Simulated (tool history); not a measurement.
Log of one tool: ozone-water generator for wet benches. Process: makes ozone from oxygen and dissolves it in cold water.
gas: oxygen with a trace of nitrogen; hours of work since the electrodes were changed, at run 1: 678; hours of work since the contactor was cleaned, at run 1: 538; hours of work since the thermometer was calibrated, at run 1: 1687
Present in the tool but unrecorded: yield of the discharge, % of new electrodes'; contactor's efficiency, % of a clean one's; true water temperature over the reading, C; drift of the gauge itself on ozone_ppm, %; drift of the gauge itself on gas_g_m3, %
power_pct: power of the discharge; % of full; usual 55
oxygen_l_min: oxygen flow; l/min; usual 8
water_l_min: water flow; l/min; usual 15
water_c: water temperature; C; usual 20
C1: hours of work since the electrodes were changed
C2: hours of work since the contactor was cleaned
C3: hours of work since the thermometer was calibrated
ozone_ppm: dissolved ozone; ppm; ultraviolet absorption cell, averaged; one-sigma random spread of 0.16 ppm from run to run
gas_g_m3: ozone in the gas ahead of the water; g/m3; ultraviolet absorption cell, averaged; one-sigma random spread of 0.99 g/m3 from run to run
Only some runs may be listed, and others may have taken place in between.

run 1 hour=0 | power_pct=55 oxygen_l_min=8 water_l_min=15 water_c=20 | C1=678 C2=538 C3=1687 | ozone_ppm=21.4 gas_g_m3=172
run 2 hour=38.2 | power_pct=58 oxygen_l_min=8 water_l_min=15 water_c=20 | C1=703 C2=563 C3=1713 | ozone_ppm=22.8 gas_g_m3=177.7
run 3 hour=67 | power_pct=58 oxygen_l_min=8 water_l_min=15 water_c=20 | C1=722 C2=583 C3=1732 | ozone_ppm=22.6 gas_g_m3=178.2
run 4 hour=116.2 | power_pct=55 oxygen_l_min=4.67 water_l_min=15 water_c=20 | C1=755 C2=615 C3=1764 | ozone_ppm=21.5 gas_g_m3=213.5
run 5 hour=143.4 | power_pct=55 oxygen_l_min=4.67 water_l_min=15 water_c=20 | C1=773 C2=633 C3=1782 | ozone_ppm=21.7 gas_g_m3=213.7
run 6 hour=204.2 | power_pct=55 oxygen_l_min=8.84 water_l_min=15 water_c=20 | C1=813 C2=674 C3=1823 | ozone_ppm=21.5 gas_g_m3=163.5
run 7 hour=238.8 | power_pct=55 oxygen_l_min=8.84 water_l_min=15 water_c=20 | C1=836 C2=697 C3=1846 | ozone_ppm=21.4 gas_g_m3=163.1
run 8 hour=287.8 | power_pct=55 oxygen_l_min=8.84 water_l_min=15 water_c=20 | C1=869 C2=729 C3=1878 | ozone_ppm=21.4 gas_g_m3=166.2
run 9 hour=322.3 | power_pct=55 oxygen_l_min=8.84 water_l_min=15 water_c=20 | C1=892 C2=752 C3=1901 | ozone_ppm=21.5 gas_g_m3=166
run 10 hour=376.8 | power_pct=55 oxygen_l_min=8.84 water_l_min=15 water_c=20 | C1=928 C2=788 C3=1937 | ozone_ppm=21.9 gas_g_m3=165.5
run 11 hour=411.5 | power_pct=55 oxygen_l_min=8.84 water_l_min=15 water_c=20 | C1=951 C2=811 C3=1960 | ozone_ppm=21.7 gas_g_m3=166.9
run 12 hour=456.4 | power_pct=55 oxygen_l_min=8.84 water_l_min=15 water_c=20 | C1=980 C2=841 C3=1990 | ozone_ppm=21.7 gas_g_m3=165
run 13 hour=485.8 | power_pct=55 oxygen_l_min=8.84 water_l_min=15 water_c=20 | C1=1000 C2=860 C3=2009 | ozone_ppm=21.7 gas_g_m3=168.5
run 14 hour=512.8 | power_pct=55 oxygen_l_min=8.84 water_l_min=15 water_c=20 | C1=1018 C2=878 C3=2027 | ozone_ppm=21.1 gas_g_m3=164.6
run 15 hour=560 | power_pct=55 oxygen_l_min=8.84 water_l_min=15 water_c=20 | C1=1049 C2=910 C3=2059 | ozone_ppm=21.5 gas_g_m3=165.3
run 16 hour=614.8 | power_pct=55 oxygen_l_min=8 water_l_min=22 water_c=20 | C1=1086 C2=946 C3=2095 | ozone_ppm=17.2 gas_g_m3=172.6
run 17 hour=662.9 | power_pct=55 oxygen_l_min=8 water_l_min=22 water_c=20 | C1=1117 C2=978 C3=2127 | ozone_ppm=17.2 gas_g_m3=174.3
-- hour=717.2 gauge calibrated
run 18 hour=718.2 | power_pct=55 oxygen_l_min=13.49 water_l_min=17 water_c=25 | C1=1154 C2=1014 C3=2164 | ozone_ppm=17 gas_g_m3=137.8
run 19 hour=765.5 | power_pct=61 oxygen_l_min=13.49 water_l_min=17 water_c=20 | C1=1185 C2=1046 C3=2195 | ozone_ppm=21 gas_g_m3=148.2
run 20 hour=820.5 | power_pct=55 oxygen_l_min=8 water_l_min=13 water_c=20 | C1=1222 C2=1082 C3=2231 | ozone_ppm=23.6 gas_g_m3=172.1
run 21 hour=859.8 | power_pct=50 oxygen_l_min=5.58 water_l_min=17 water_c=20 | C1=1248 C2=1108 C3=2257 | ozone_ppm=18.5 gas_g_m3=184
run 22 hour=923.3 | power_pct=50 oxygen_l_min=5.58 water_l_min=17 water_c=20 | C1=1290 C2=1150 C3=2300 | ozone_ppm=18.3 gas_g_m3=185.1
run 23 hour=968.7 | power_pct=55 oxygen_l_min=7.67 water_l_min=10 water_c=20 | C1=1320 C2=1181 C3=2330 | ozone_ppm=26.6 gas_g_m3=174.4
run 24 hour=1017.7 | power_pct=55 oxygen_l_min=7.67 water_l_min=10 water_c=20 | C1=1353 C2=1213 C3=2362 | ozone_ppm=26.8 gas_g_m3=175
run 25 hour=1065.9 | power_pct=97 oxygen_l_min=4.27 water_l_min=12 water_c=23 | C1=1385 C2=1245 C3=2394 | ozone_ppm=37.3 gas_g_m3=353.3
run 26 hour=1121.5 | power_pct=97 oxygen_l_min=4.27 water_l_min=12 water_c=23 | C1=1422 C2=1282 C3=2431 | ozone_ppm=37.2 gas_g_m3=353.2
run 27 hour=1171.5 | power_pct=55 oxygen_l_min=8 water_l_min=15 water_c=14 | C1=1455 C2=1315 C3=2464 | ozone_ppm=24.2 gas_g_m3=172.9
run 28 hour=1226.9 | power_pct=55 oxygen_l_min=8 water_l_min=15 water_c=14 | C1=1492 C2=1352 C3=2501 | ozone_ppm=24.4 gas_g_m3=173.9
run 29 hour=1266.6 | power_pct=55 oxygen_l_min=8 water_l_min=15 water_c=14 | C1=1518 C2=1378 C3=2527 | ozone_ppm=24.5 gas_g_m3=173.9
run 30 hour=1314.4 | power_pct=62 oxygen_l_min=4.71 water_l_min=15 water_c=20 | C1=1550 C2=1410 C3=2559 | ozone_ppm=23.8 gas_g_m3=239.5
run 31 hour=1358.5 | power_pct=55 oxygen_l_min=8 water_l_min=13 water_c=20 | C1=1579 C2=1439 C3=2588 | ozone_ppm=23.1 gas_g_m3=173.4
run 32 hour=1393.8 | power_pct=55 oxygen_l_min=6.96 water_l_min=20 water_c=20 | C1=1602 C2=1463 C3=2612 | ozone_ppm=18 gas_g_m3=185.2
run 33 hour=1431.8 | power_pct=55 oxygen_l_min=6.96 water_l_min=20 water_c=20 | C1=1627 C2=1488 C3=2637 | ozone_ppm=17.9 gas_g_m3=184.1

Measured less the same run without the tool's hidden state. The same run-to-run variation is in both; the gauge's scatter may not be:
run=1 gas_g_m3=+0
run=2 gas_g_m3=+0.2
run=3 gas_g_m3=+0.4
run=4 gas_g_m3=+0.9
run=5 gas_g_m3=+1.2
run=6 gas_g_m3=+1.3
run=7 gas_g_m3=+1.5
run=8 gas_g_m3=+1.8
run=9 gas_g_m3=+2
run=10 gas_g_m3=+2.4
run=11 gas_g_m3=+2.6
run=12 gas_g_m3=+2.9
run=13 gas_g_m3=+3.2
run=14 gas_g_m3=+3.3
run=15 gas_g_m3=+3.6
run=16 gas_g_m3=+4.1
run=17 gas_g_m3=+4.4
run=18 gas_g_m3=-0.1
run=19 gas_g_m3=+0.2
run=20 gas_g_m3=+0.6
run=21 gas_g_m3=+0.9
run=22 gas_g_m3=+1.4
run=23 gas_g_m3=+1.6
run=24 gas_g_m3=+2
run=25 gas_g_m3=+4.5
run=26 gas_g_m3=+5.2
run=27 gas_g_m3=+2.9
run=28 gas_g_m3=+3.4
run=29 gas_g_m3=+3.6
run=30 gas_g_m3=+5.4
run=31 gas_g_m3=+4.3
run=32 gas_g_m3=+4.8
run=33 gas_g_m3=+5
ozone_ppm: differs from the measured result by no more than 0.1 ppm in any run.
